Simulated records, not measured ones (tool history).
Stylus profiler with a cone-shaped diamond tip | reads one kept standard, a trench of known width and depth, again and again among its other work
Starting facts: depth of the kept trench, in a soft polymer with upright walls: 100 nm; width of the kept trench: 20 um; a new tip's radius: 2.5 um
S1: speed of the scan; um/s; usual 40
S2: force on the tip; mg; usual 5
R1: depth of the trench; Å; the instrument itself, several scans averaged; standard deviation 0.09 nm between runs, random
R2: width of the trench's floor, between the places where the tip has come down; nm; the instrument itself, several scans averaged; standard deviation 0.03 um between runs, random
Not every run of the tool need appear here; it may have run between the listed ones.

run 1 hour=0 | S1=40 S2=5 | R1=1011.8 R2=18520
run 2 hour=14.9 | S1=40 S2=5 | R1=1010 R2=18540
run 3 hour=34.4 | S1=40 S2=5 | R1=1009.6 R2=18530
run 4 hour=59 | S1=40 S2=5 | R1=1011.9 R2=18520
run 5 hour=85.7 | S1=12 S2=5 | R1=1011.6 R2=18550
run 6 hour=101.9 | S1=12 S2=5 | R1=1011 R2=18550
run 7 hour=130.1 | S1=40 S2=5 | R1=1009.2 R2=18470
run 8 hour=151.9 | S1=40 S2=1.87 | R1=1008.5 R2=18520
run 9 hour=173.2 | S1=40 S2=5 | R1=1012.4 R2=18460
run 10 hour=194.1 | S1=26 S2=5 | R1=1010.9 R2=18590
run 11 hour=210.3 | S1=26 S2=5 | R1=1010.6 R2=18580
run 12 hour=231 | S1=26 S2=5 | R1=1010.8 R2=18540
run 13 hour=248.6 | S1=26 S2=5 | R1=1009.3 R2=18570
run 14 hour=280.6 | S1=40 S2=1.73 | R1=1004.3 R2=18470
run 15 hour=312.7 | S1=40 S2=1.73 | R1=1003.9 R2=18490
run 16 hour=332.8 | S1=64 S2=2.66 | R1=1008 R2=18430
run 17 hour=357.7 | S1=42 S2=9.19 | R1=1016 R2=18570
run 18 hour=394.2 | S1=12 S2=2 | R1=1006 R2=18550
run 19 hour=427 | S1=40 S2=3.97 | R1=1009.7 R2=18500
run 20 hour=460.8 | S1=40 S2=3.97 | R1=1009.9 R2=18580
run 21 hour=483.5 | S1=13 S2=5 | R1=1010.6 R2=18580
run 22 hour=514.7 | S1=126 S2=5.75 | R1=1012.5 R2=18400
run 23 hour=545.5 | S1=48 S2=13.36 | R1=1020.8 R2=18490

What does the tool deliver on the next run?
run 24 hour=567.3 | S1=48 S2=11.95 | R1=? R2=?

Run 24 produced R1 1019.8 Å, R2 18570 nm.
With no hidden state in the tool, this same run would have given R1 1019.7 Å, R2 18570 nm.
